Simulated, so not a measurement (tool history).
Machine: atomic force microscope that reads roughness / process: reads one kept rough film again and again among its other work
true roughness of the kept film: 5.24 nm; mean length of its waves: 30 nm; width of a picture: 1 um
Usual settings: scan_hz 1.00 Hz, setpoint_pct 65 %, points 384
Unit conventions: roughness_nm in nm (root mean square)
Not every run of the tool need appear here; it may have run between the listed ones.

run 1 hour=0.0 | scan_hz=1.00 setpoint_pct=65 points=384 | roughness_nm=3.908
run 2 hour=28.3 | scan_hz=1.00 setpoint_pct=65 points=384 | roughness_nm=4.264
run 3 hour=61.6 | scan_hz=0.65 setpoint_pct=65 points=384 | roughness_nm=3.638
run 4 hour=95.8 | scan_hz=0.65 setpoint_pct=65 points=384 | roughness_nm=3.884
run 5 hour=122.0 | scan_hz=0.65 setpoint_pct=65 points=920 | roughness_nm=4.301
run 6 hour=145.6 | scan_hz=0.65 setpoint_pct=84 points=920 | roughness_nm=3.602
run 7 hour=180.3 | scan_hz=0.65 setpoint_pct=84 points=920 | roughness_nm=3.767
run 8 hour=220.6 | scan_hz=1.00 setpoint_pct=65 points=384 | roughness_nm=3.938
run 9 hour=256.9 | scan_hz=1.00 setpoint_pct=65 points=384 | roughness_nm=4.189
run 10 hour=284.5 | scan_hz=1.00 setpoint_pct=65 points=384 | roughness_nm=3.660
run 11 hour=327.7 | scan_hz=1.00 setpoint_pct=65 points=384 | roughness_nm=3.685
run 12 hour=358.3 | scan_hz=1.00 setpoint_pct=65 points=384 | roughness_nm=3.976
run 13 hour=400.5 | scan_hz=1.00 setpoint_pct=65 points=384 | roughness_nm=4.048
run 14 hour=429.2 | scan_hz=1.00 setpoint_pct=65 points=384 | roughness_nm=4.427
run 15 hour=455.1 | scan_hz=1.00 setpoint_pct=65 points=384 | roughness_nm=3.906
run 16 hour=476.2 | scan_hz=1.00 setpoint_pct=72 points=384 | roughness_nm=4.243
run 17 hour=514.3 | scan_hz=1.00 setpoint_pct=65 points=384 | roughness_nm=3.599
run 18 hour=558.4 | scan_hz=1.00 setpoint_pct=65 points=384 | roughness_nm=3.680
run 19 hour=598.3 | scan_hz=1.20 setpoint_pct=65 points=384 | roughness_nm=3.725
run 20 hour=642.1 | scan_hz=1.20 setpoint_pct=65 points=384 | roughness_nm=3.823
run 21 hour=689.9 | scan_hz=0.61 setpoint_pct=65 points=384 | roughness_nm=3.852
run 22 hour=721.3 | scan_hz=0.61 setpoint_pct=65 points=384 | roughness_nm=4.213
run 23 hour=754.9 | scan_hz=0.61 setpoint_pct=65 points=384 | roughness_nm=4.522
run 24 hour=775.3 | scan_hz=0.61 setpoint_pct=65 points=384 | roughness_nm=4.059
run 25 hour=797.8 | scan_hz=0.61 setpoint_pct=65 points=384 | roughness_nm=3.636
run 26 hour=830.3 | scan_hz=3.15 setpoint_pct=65 points=395 | roughness_nm=3.467
run 27 hour=870.0 | scan_hz=1.00 setpoint_pct=75 points=939 | roughness_nm=3.823
run 28 hour=914.9 | scan_hz=0.90 setpoint_pct=88 points=789 | roughness_nm=3.612
run 29 hour=952.2 | scan_hz=0.90 setpoint_pct=88 points=789 | roughness_nm=3.759
run 30 hour=998.4 | scan_hz=2.43 setpoint_pct=75 points=635 | roughness_nm=3.642
run 31 hour=1020.1 | scan_hz=1.59 setpoint_pct=78 points=536 | roughness_nm=3.377
run 32 hour=1046.3 | scan_hz=2.06 setpoint_pct=65 points=759 | roughness_nm=3.988
run 33 hour=1086.1 | scan_hz=1.00 setpoint_pct=59 points=640 | roughness_nm=4.337
run 34 hour=1109.1 | scan_hz=1.16 setpoint_pct=65 points=384 | roughness_nm=3.820
run 35 hour=1134.6 | scan_hz=2.88 setpoint_pct=87 points=324 | roughness_nm=3.041
run 36 hour=1180.0 | scan_hz=2.88 setpoint_pct=87 points=324 | roughness_nm=3.064
run 37 hour=1223.5 | scan_hz=0.60 setpoint_pct=65 points=294 | roughness_nm=4.402
run 38 hour=1258.6 | scan_hz=3.78 setpoint_pct=56 points=561 | roughness_nm=3.534
run 39 hour=1283.2 | scan_hz=3.26 setpoint_pct=81 points=531 | roughness_nm=3.072
run 40 hour=1325.2 | scan_hz=3.10 setpoint_pct=65 points=264 | roughness_nm=3.703
run 41 hour=1349.2 | scan_hz=2.66 setpoint_pct=65 points=686 | roughness_nm=3.389
run 42 hour=1394.6 | scan_hz=2.66 setpoint_pct=82 points=649 | roughness_nm=2.891
run 43 hour=1431.1 | scan_hz=0.59 setpoint_pct=89 points=384 | roughness_nm=3.686
run 44 hour=1467.2 | scan_hz=0.54 setpoint_pct=77 points=542 | roughness_nm=4.034
run 45 hour=1492.0 | scan_hz=1.00 setpoint_pct=74 points=295 | roughness_nm=3.490
run 46 hour=1516.7 | scan_hz=1.00 setpoint_pct=74 points=295 | roughness_nm=3.813
run 47 hour=1554.2 | scan_hz=1.00 setpoint_pct=57 points=448 | roughness_nm=4.296
run 48 hour=1593.7 | scan_hz=1.00 setpoint_pct=57 points=448 | roughness_nm=4.366
run 49 hour=1641.8 | scan_hz=1.00 setpoint_pct=57 points=448 | roughness_nm=4.393
run 50 hour=1688.5 | scan_hz=3.17 setpoint_pct=61 points=532 | roughness_nm=3.884

Removed from this log: 39 entries logged between the listed runs. Between which two listed runs does each belong, and how does the tool's hidden state at the listed run before it compare with that at the listed run after it?
After run 1, before run 2: new tip fitted (hour 20.3)
  radius of the tip, nm: 11.5 -> 7.2; height scale over the true one, %: -0.17 -> -0.19
  measured value less the no-hidden-state value, roughness_nm: -0.530 -> -0.203 nm (root mean square)
After run 3, before run 4: new tip fitted (hour 65.7)
  radius of the tip, nm: 16.4 -> 12.8; height scale over the true one, %: -0.22 -> -0.24
  measured value less the no-hidden-state value, roughness_nm: -0.869 -> -0.639 nm (root mean square)
After run 4, before run 5: new tip fitted (hour 111.4)
  radius of the tip, nm: 12.8 -> 7.8; height scale over the true one, %: -0.24 -> -0.26
  measured value less the no-hidden-state value, roughness_nm: -0.639 -> -0.263 nm (root mean square)
After run 6, before run 7: new tip fitted (hour 156.4)
  radius of the tip, nm: 14.2 -> 11.8; height scale over the true one, %: -0.27 -> -0.3
  measured value less the no-hidden-state value, roughness_nm: -0.696 -> -0.538 nm (root mean square)
After run 7, before run 8: new tip fitted (hour 201.7)
  radius of the tip, nm: 11.8 -> 10.7; height scale over the true one, %: -0.3 -> -0.33
  measured value less the no-hidden-state value, roughness_nm: -0.538 -> -0.473 nm (root mean square)
After run 8, before run 9: new tip fitted (hour 246.5)
  radius of the tip, nm: 10.7 -> 8.1; height scale over the true one, %: -0.33 -> -0.35
  measured value less the no-hidden-state value, roughness_nm: -0.473 -> -0.286 nm (root mean square)
After run 10, before run 11: new tip fitted (hour 292.2)
  radius of the tip, nm: 15.3 -> 14.6; height scale over the true one, %: -0.37 -> -0.4
  measured value less the no-hidden-state value, roughness_nm: -0.793 -> -0.750 nm (root mean square)
After run 11, before run 12: new tip fitted (hour 338.8)
  radius of the tip, nm: 14.6 -> 10.4; height scale over the true one, %: -0.4 -> -0.43
  measured value less the no-hidden-state value, roughness_nm: -0.750 -> -0.462 nm (root mean square)
After run 12, before run 13: new tip fitted (hour 383.9)
  radius of the tip, nm: 10.4 -> 9.8; height scale over the true one, %: -0.43 -> -0.46
  measured value less the no-hidden-state value, roughness_nm: -0.462 -> -0.420 nm (root mean square)
After run 13, before run 14: new tip fitted (hour 428.5)
  radius of the tip, nm: 9.8 -> 5.1; height scale over the true one, %: -0.46 -> -0.48
  measured value less the no-hidden-state value, roughness_nm: -0.420 -> -0.034 nm (root mean square)
After run 15, before run 16: new tip fitted (hour 473.6)
  radius of the tip, nm: 11.7 -> 6; height scale over the true one, %: -0.49 -> -0.51
  measured value less the no-hidden-state value, roughness_nm: -0.564 -> -0.108 nm (root mean square)
After run 17, before run 18: new tip fitted (hour 521.1)
  radius of the tip, nm: 16.4 -> 14.8; height scale over the true one, %: -0.54 -> -0.57
  measured value less the no-hidden-state value, roughness_nm: -0.866 -> -0.764 nm (root mean square)
After run 18, before run 19: new tip fitted (hour 567.4)
  radius of the tip, nm: 14.8 -> 13.5; height scale over the true one, %: -0.57 -> -0.6
  measured value less the no-hidden-state value, roughness_nm: -0.764 -> -0.677 nm (root mean square)
After run 19, before run 20: new tip fitted (hour 614.2)
  radius of the tip, nm: 13.5 -> 12.5; height scale over the true one, %: -0.6 -> -0.63
  measured value less the no-hidden-state value, roughness_nm: -0.677 -> -0.620 nm (root mean square)
After run 20, before run 21: new tip fitted (hour 659.9)
  radius of the tip, nm: 12.5 -> 12.8; height scale over the true one, %: -0.63 -> -0.66
  measured value less the no-hidden-state value, roughness_nm: -0.620 -> -0.653 nm (root mean square)
After run 21, before run 22: new tip fitted (hour 708.3)
  radius of the tip, nm: 12.8 -> 8.3; height scale over the true one, %: -0.66 -> -0.68
  measured value less the no-hidden-state value, roughness_nm: -0.653 -> -0.318 nm (root mean square)
After run 22, before run 23: new tip fitted (hour 754.9)
  radius of the tip, nm: 8.3 -> 5; height scale over the true one, %: -0.68 -> -0.7
  measured value less the no-hidden-state value, roughness_nm: -0.318 -> -0.033 nm (root mean square)
After run 25, before run 26: new tip fitted (hour 801.4)
  radius of the tip, nm: 16.6 -> 12.7; height scale over the true one, %: -0.73 -> -0.75
  measured value less the no-hidden-state value, roughness_nm: -0.901 -> -0.583 nm (root mean square)
After run 26, before run 27: new tip fitted (hour 847.9)
  radius of the tip, nm: 12.7 -> 10.7; height scale over the true one, %: -0.75 -> -0.78
  measured value less the no-hidden-state value, roughness_nm: -0.583 -> -0.486 nm (root mean square)
After run 27, before run 28: new tip fitted (hour 894.4)
  radius of the tip, nm: 10.7 -> 10.5; height scale over the true one, %: -0.78 -> -0.81
  measured value less the no-hidden-state value, roughness_nm: -0.486 -> -0.445 nm (root mean square)
After run 28, before run 29: new tip fitted (hour 939.6)
  radius of the tip, nm: 10.5 -> 8.4; height scale over the true one, %: -0.81 -> -0.84
  measured value less the no-hidden-state value, roughness_nm: -0.445 -> -0.299 nm (root mean square)
After run 29, before run 30: new tip fitted (hour 988.0)
  radius of the tip, nm: 8.4 -> 7.9; height scale over the true one, %: -0.84 -> -0.87
  measured value less the no-hidden-state value, roughness_nm: -0.299 -> -0.251 nm (root mean square)
After run 31, before run 32: height scale calibrated on a step standard (hour 1023.7); new tip fitted (hour 1036.3)
  radius of the tip, nm: 13.7 -> 7.7; height scale over the true one, %: -0.89 -> -1.51
  measured value less the no-hidden-state value, roughness_nm: -0.639 -> -0.288 nm (root mean square)
After run 32, before run 33: new tip fitted (hour 1080.8)
  radius of the tip, nm: 7.7 -> 6.4; height scale over the true one, %: -1.51 -> -1.54
  measured value less the no-hidden-state value, roughness_nm: -0.288 -> -0.193 nm (root mean square)
After run 33, before run 34: height scale calibrated on a step standard, once more (hour 1104.3)
  radius of the tip, nm: 6.4 -> 12.5; height scale over the true one, %: -1.54 -> -0.09
  measured value less the no-hidden-state value, roughness_nm: -0.193 -> -0.592 nm (root mean square)
After run 34, before run 35: new tip fitted (hour 1127.4)
  radius of the tip, nm: 12.5 -> 7.1; height scale over the true one, %: -0.09 -> -0.11
  measured value less the no-hidden-state value, roughness_nm: -0.592 -> -0.138 nm (root mean square)
After run 35, before run 36: new tip fitted (hour 1172.8)
  radius of the tip, nm: 7.1 -> 7.2; height scale over the true one, %: -0.11 -> -0.14
  measured value less the no-hidden-state value, roughness_nm: -0.138 -> -0.142 nm (root mean square)
After run 36, before run 37: new tip fitted (hour 1221.2)
  radius of the tip, nm: 7.2 -> 5.9; height scale over the true one, %: -0.14 -> -0.18
  measured value less the no-hidden-state value, roughness_nm: -0.142 -> -0.091 nm (root mean square)
After run 38, before run 39: new tip fitted (hour 1267.7)
  radius of the tip, nm: 14.6 -> 9.5; height scale over the true one, %: -0.2 -> -0.22
  measured value less the no-hidden-state value, roughness_nm: -0.710 -> -0.294 nm (root mean square)
After run 39, before run 40: new tip fitted (hour 1312.6)
  radius of the tip, nm: 9.5 -> 9; height scale over the true one, %: -0.22 -> -0.25
  measured value less the no-hidden-state value, roughness_nm: -0.294 -> -0.317 nm (root mean square)
After run 41, before run 42: new tip fitted (hour 1359.0)
  radius of the tip, nm: 15.6 -> 15.1; height scale over the true one, %: -0.26 -> -0.29
  measured value less the no-hidden-state value, roughness_nm: -0.754 -> -0.611 nm (root mean square)
After run 42, before run 43: new tip fitted (hour 1405.6)
  radius of the tip, nm: 15.1 -> 12.3; height scale over the true one, %: -0.29 -> -0.32
  measured value less the no-hidden-state value, roughness_nm: -0.611 -> -0.569 nm (root mean square)
After run 43, before run 44: new tip fitted (hour 1450.1)
  radius of the tip, nm: 12.3 -> 9.8; height scale over the true one, %: -0.32 -> -0.34
  measured value less the no-hidden-state value, roughness_nm: -0.569 -> -0.418 nm (root mean square)
After run 45, before run 46: new tip fitted (hour 1496.3)
  radius of the tip, nm: 15.9 -> 10.7; height scale over the true one, %: -0.36 -> -0.38
  measured value less the no-hidden-state value, roughness_nm: -0.803 -> -0.463 nm (root mean square)
After run 46, before run 47: new tip fitted (hour 1542.1)
  radius of the tip, nm: 10.7 -> 8; height scale over the true one, %: -0.38 -> -0.4
  measured value less the no-hidden-state value, roughness_nm: -0.463 -> -0.285 nm (root mean square)
After run 47, before run 48: new tip fitted (hour 1588.3)
  radius of the tip, nm: 8 -> 6.9; height scale over the true one, %: -0.4 -> -0.43
  measured value less the no-hidden-state value, roughness_nm: -0.285 -> -0.190 nm (root mean square)
After run 48, before run 49: new tip fitted (hour 1634.7)
  radius of the tip, nm: 6.9 -> 6.5; height scale over the true one, %: -0.43 -> -0.46
  measured value less the no-hidden-state value, roughness_nm: -0.190 -> -0.156 nm (root mean square)
After run 49, before run 50: new tip fitted (hour 1680.1)
  radius of the tip, nm: 6.5 -> 8.2; height scale over the true one, %: -0.46 -> -0.5
  measured value less the no-hidden-state value, roughness_nm: -0.156 -> -0.276 nm (root mean square)
